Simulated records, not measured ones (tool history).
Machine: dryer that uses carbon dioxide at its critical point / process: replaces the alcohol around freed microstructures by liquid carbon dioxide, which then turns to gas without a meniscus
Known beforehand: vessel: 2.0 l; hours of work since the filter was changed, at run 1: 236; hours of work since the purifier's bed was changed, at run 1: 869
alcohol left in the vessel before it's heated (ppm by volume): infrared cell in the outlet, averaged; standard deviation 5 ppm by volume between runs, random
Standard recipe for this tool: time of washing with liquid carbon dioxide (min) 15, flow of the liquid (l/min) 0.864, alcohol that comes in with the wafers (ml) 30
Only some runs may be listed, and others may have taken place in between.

| run | hour | time of washing with liquid carbon dioxide (min) | flow of the liquid (l/min) | alcohol that comes in with the wafers (ml) | hours of work since the filter was changed | hours of work since the purifier's bed was changed | alcohol left in the vessel before it's heated (ppm by volume) |
|---|---|---|---|---|---|---|---|
| 1 | 0.0 | 15 | 0.864 | 30 | 236 | 869 | 106 |
| 2 | 20.8 | 15 | 0.876 | 30 | 251 | 885 | 117 |
| 3 | 45.8 | 15 | 0.876 | 30 | 270 | 904 | 127 |
|  | 69.4 | inlet filter changed |
| 4 | 70.2 | 15 | 0.876 | 30 | 1 | 921 | 75 |
| 5 | 91.2 | 15 | 0.876 | 30 | 16 | 937 | 75 |
| 6 | 110.4 | 15 | 0.876 | 30 | 31 | 951 | 72 |
| 7 | 128.9 | 14 | 0.864 | 30 | 45 | 965 | 92 |
| 8 | 149.4 | 14 | 0.864 | 30 | 60 | 981 | 113 |
| 9 | 164.2 | 15 | 0.864 | 30 | 71 | 992 | 85 |
| 10 | 188.9 | 11 | 0.864 | 30 | 90 | 1010 | 273 |
| 11 | 214.1 | 11 | 0.864 | 30 | 109 | 1029 | 272 |
| 12 | 232.0 | 11 | 0.864 | 30 | 122 | 1043 | 285 |
| 13 | 258.4 | 11 | 0.864 | 30 | 142 | 1063 | 294 |
| 14 | 272.1 | 17 | 0.918 | 45 | 152 | 1073 | 79 |
| 15 | 287.3 | 17 | 0.918 | 45 | 164 | 1084 | 76 |
| 16 | 306.3 | 19 | 0.588 | 25 | 178 | 1099 | 146 |
| 17 | 330.3 | 19 | 0.588 | 25 | 196 | 1117 | 159 |
| 18 | 353.6 | 19 | 0.588 | 101 | 214 | 1134 | 524 |
| 19 | 376.4 | 19 | 0.588 | 101 | 231 | 1151 | 546 |
| 20 | 405.3 | 19 | 0.836 | 101 | 252 | 1173 | 129 |
| 21 | 431.8 | 10 | 0.869 | 26 | 272 | 1193 | 463 |
|  | 453.8 | inlet filter changed |
| 22 | 462.5 | 19 | 1.235 | 30 | 7 | 1215 | 45 |
| 23 | 488.2 | 19 | 1.235 | 30 | 26 | 1234 | 46 |

For run 24, what comes out?
| 24 | 505.9 | 19 | 1.235 | 30 | 39 | 1248 | ? |

Run 24 produced alcohol left in the vessel before it's heated (ppm by volume) 32.
Were there no unlogged condition in the tool, this run, its random variation unchanged, would have produced alcohol left in the vessel before it's heated (ppm by volume) 0.
